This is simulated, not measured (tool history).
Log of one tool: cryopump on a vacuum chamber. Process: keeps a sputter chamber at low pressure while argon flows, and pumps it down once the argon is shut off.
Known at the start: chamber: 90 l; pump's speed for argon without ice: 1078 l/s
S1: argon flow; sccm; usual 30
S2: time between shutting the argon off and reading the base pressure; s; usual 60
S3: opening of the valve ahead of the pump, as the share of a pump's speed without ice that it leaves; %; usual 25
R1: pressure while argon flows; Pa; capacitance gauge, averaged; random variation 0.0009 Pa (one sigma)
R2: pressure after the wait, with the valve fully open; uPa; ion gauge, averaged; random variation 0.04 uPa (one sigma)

| run | hour | S1 | S2 | S3 | R1 | R2 |
|---|---|---|---|---|---|---|
| 1 | 0 | 30 | 60 | 25 | 0.2115 | 3.97 |
| 2 | 12.6 | 30 | 60 | 25 | 0.2113 | 3.9 |
| 3 | 34.9 | 30 | 60 | 25 | 0.2125 | 3.92 |
| 4 | 53.4 | 30 | 60 | 25 | 0.2123 | 4.11 |
|  | 75.6 | pump warmed up, emptied and cooled again |
| 5 | 81.2 | 30 | 60 | 25 | 0.1894 | 3.3 |
| 6 | 106.6 | 30 | 60 | 25 | 0.1906 | 3.36 |
| 7 | 119.8 | 30 | 116 | 25 | 0.1896 | 2.47 |
| 8 | 147.1 | 30 | 162 | 25 | 0.1909 | 2.24 |
| 9 | 163.7 | 24 | 27 | 51 | 0.0744 | 5.99 |
| 10 | 182.7 | 24 | 291 | 51 | 0.0766 | 1.99 |
| 11 | 207 | 24 | 291 | 51 | 0.0763 | 2.04 |
| 12 | 228.2 | 14 | 60 | 25 | 0.0887 | 3.63 |
| 13 | 254.5 | 16 | 71 | 43 | 0.0604 | 3.35 |

4 ways to go on from here, each from the tool as it stands after run 13. What would each give?
| A | 279.9 | 16 | 95 | 24 | ? | ? |
| B | 279.9 | 30 | 129 | 25 | ? | ? |
| C | 279.9 | 30 | 74 | 15 | ? | ? |
| D | 279.9 | 19 | 107 | 43 | ? | ? |

| run | R1 | R2 |
|---|---|---|
| A | 0.1069 | 3.03 |
| B | 0.1926 | 2.69 |
| C | 0.3185 | 3.26 |
| D | 0.0717 | 2.89 |
Without the tool's hidden state the same runs would have given:
| run | R1 | R2 |
|---|---|---|
| A | 0.1046 | 1.55 |
| B | 0.1882 | 1.23 |
| C | 0.3141 | 1.84 |
| D | 0.069 | 1.4 |
